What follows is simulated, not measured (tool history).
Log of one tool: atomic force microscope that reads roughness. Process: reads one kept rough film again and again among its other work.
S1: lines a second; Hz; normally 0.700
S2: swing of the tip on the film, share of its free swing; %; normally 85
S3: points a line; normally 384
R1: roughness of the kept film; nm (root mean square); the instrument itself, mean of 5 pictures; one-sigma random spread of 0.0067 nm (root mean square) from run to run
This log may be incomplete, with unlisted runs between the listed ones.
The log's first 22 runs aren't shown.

At hour 1356.7: new tip fitted.
Run 23, hour 1362.7: usual settings but S1 0.906 Hz, S2 61 %, S3 395. Result: R1 1.366 nm (root mean square).
Run 24, hour 1403.8: usual settings but S1 0.906 Hz, S2 61 %, S3 395. Result: R1 1.345 nm (root mean square).
Run 25, hour 1464.7: usual settings but S1 0.906 Hz, S2 61 %, S3 395. Result: R1 1.295 nm (root mean square).
Run 26, hour 1542.6: usual settings but S1 0.906 Hz, S2 72 %, S3 395. Result: R1 1.247 nm (root mean square).
Run 27, hour 1583.6: usual settings but S1 0.906 Hz, S2 72 %, S3 395. Result: R1 1.221 nm (root mean square).
At hour 1605.0: new tip fitted.
Run 28, hour 1630.2: usual settings but S1 2.490 Hz, S2 76 %, S3 389. Result: R1 1.281 nm (root mean square).
Run 29, hour 1677.9: usual settings but S1 1.530 Hz, S2 76 %, S3 422. Result: R1 1.279 nm (root mean square).
Run 30, hour 1726.8: usual settings but S1 1.127 Hz, S2 56 %. Result: R1 1.292 nm (root mean square).
Run 31, hour 1768.1: usual settings but S1 1.127 Hz, S2 62 %, S3 673. Result: R1 1.273 nm (root mean square).
Run 32, hour 1817.3: usual settings but S1 1.127 Hz, S2 62 %, S3 673. Result: R1 1.254 nm (root mean square).
At hour 1853.0: new tip fitted.
Run 33, hour 1881.7: usual settings but S1 2.609 Hz, S2 82 %, S3 673. Result: R1 1.231 nm (root mean square).
Run 34, hour 1940.3: usual settings but S1 2.609 Hz, S2 82 %, S3 673. Result: R1 1.213 nm (root mean square).
Run 35, hour 2024.6: usual settings but S1 2.541 Hz, S2 64 %, S3 673. Result: R1 1.236 nm (root mean square).

Below are 3 alternative next runs, each starting from the tool's condition after run 35. Predict each:
Run A, hour 2094.7: usual settings but S2 72 %, S3 602. Result: R1 ?.
Run B, hour 2094.7: usual settings but S1 3.389 Hz, S2 56 %, S3 581. Result: R1 ?.
Run C, hour 2094.7: usual settings but S1 0.635 Hz. Result: R1 ?.

run     R1
  A  1.235
  B  1.211
  C  1.193
With the hidden condition removed and each run's random variation left untouched, the same runs would have given:
run     R1
  A  1.391
  B  1.364
  C  1.345
